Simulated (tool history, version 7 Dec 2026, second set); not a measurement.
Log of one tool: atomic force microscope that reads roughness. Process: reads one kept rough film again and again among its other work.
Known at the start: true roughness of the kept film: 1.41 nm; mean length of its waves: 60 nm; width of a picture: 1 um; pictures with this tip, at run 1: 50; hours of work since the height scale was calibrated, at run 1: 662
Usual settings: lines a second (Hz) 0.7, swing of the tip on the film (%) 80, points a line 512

| run | hour | lines a second (Hz) | swing of the tip on the film (%) | points a line | pictures with this tip | hours of work since the height scale was calibrated | roughness of the kept film (nm (root mean square)) |
|---|---|---|---|---|---|---|---|
| 1 | 0 | 0.7 | 80 | 512 | 50 | 662 | 1.349 |
| 2 | 49.7 | 2.513 | 80 | 512 | 133 | 697 | 1.222 |
|  | 67.5 | new tip fitted |
| 3 | 97.9 | 2.513 | 80 | 512 | 50 | 730 | 1.234 |
| 4 | 129.9 | 2.513 | 80 | 495 | 104 | 752 | 1.227 |
|  | 162.8 | new tip fitted |
| 5 | 175.8 | 2.513 | 80 | 495 | 22 | 784 | 1.234 |
| 6 | 200 | 0.7 | 80 | 489 | 62 | 801 | 1.353 |
| 7 | 227.3 | 0.7 | 80 | 489 | 107 | 820 | 1.343 |
|  | 258 | new tip fitted |
| 8 | 275.5 | 0.7 | 80 | 489 | 29 | 853 | 1.353 |
| 9 | 317.7 | 0.7 | 80 | 489 | 99 | 882 | 1.346 |
|  | 356.7 | new tip fitted |
| 10 | 368.3 | 2.281 | 80 | 512 | 19 | 917 | 1.253 |
| 11 | 412 | 2.281 | 80 | 512 | 92 | 947 | 1.244 |
| 12 | 450.1 | 2.281 | 80 | 512 | 155 | 974 | 1.236 |
|  | 455.3 | new tip fitted |
| 13 | 492 | 0.7 | 87 | 512 | 61 | 1002 | 1.331 |
| 14 | 515.4 | 0.7 | 59 | 408 | 100 | 1019 | 1.379 |
| 15 | 539.5 | 1.685 | 78 | 967 | 141 | 1035 | 1.288 |
|  | 552.3 | new tip fitted |
| 16 | 588.5 | 0.984 | 64 | 437 | 60 | 1069 | 1.369 |
| 17 | 630.2 | 0.984 | 73 | 343 | 130 | 1098 | 1.335 |
|  | 648.5 | new tip fitted |
| 18 | 677.8 | 3.482 | 61 | 970 | 49 | 1131 | 1.324 |
| 19 | 700.9 | 2.666 | 71 | 611 | 87 | 1147 | 1.288 |
| 20 | 732.4 | 0.683 | 80 | 650 | 140 | 1169 | 1.345 |
|  | 744.7 | new tip fitted |
| 21 | 781.6 | 0.683 | 80 | 650 | 62 | 1202 | 1.353 |
| 22 | 817.7 | 0.683 | 80 | 650 | 122 | 1227 | 1.343 |
|  | 842.7 | new tip fitted |
| 23 | 851.3 | 1.593 | 87 | 512 | 14 | 1250 | 1.26 |
| 24 | 901 | 1.593 | 87 | 512 | 97 | 1285 | 1.25 |
| 25 | 923 | 1.593 | 87 | 512 | 134 | 1300 | 1.246 |

The same runs without the tool's hidden state, with the same run-to-run variation:
The hidden state here: radius of the tip, nm; height scale over the true one, %; drift of the gauge itself on roughness_nm, %.
| run | roughness of the kept film (nm (root mean square)) |
|---|---|
| 1 | 1.348 |
| 2 | 1.231 |
| 3 | 1.232 |
| 4 | 1.232 |
| 5 | 1.228 |
| 6 | 1.351 |
| 7 | 1.349 |
| 8 | 1.347 |
| 9 | 1.35 |
| 10 | 1.245 |
| 11 | 1.246 |
| 12 | 1.246 |
| 13 | 1.328 |
| 14 | 1.381 |
| 15 | 1.296 |
| 16 | 1.366 |
| 17 | 1.344 |
| 18 | 1.317 |
| 19 | 1.286 |
| 20 | 1.35 |
| 21 | 1.346 |
| 22 | 1.346 |
| 23 | 1.248 |
| 24 | 1.248 |
| 25 | 1.25 |
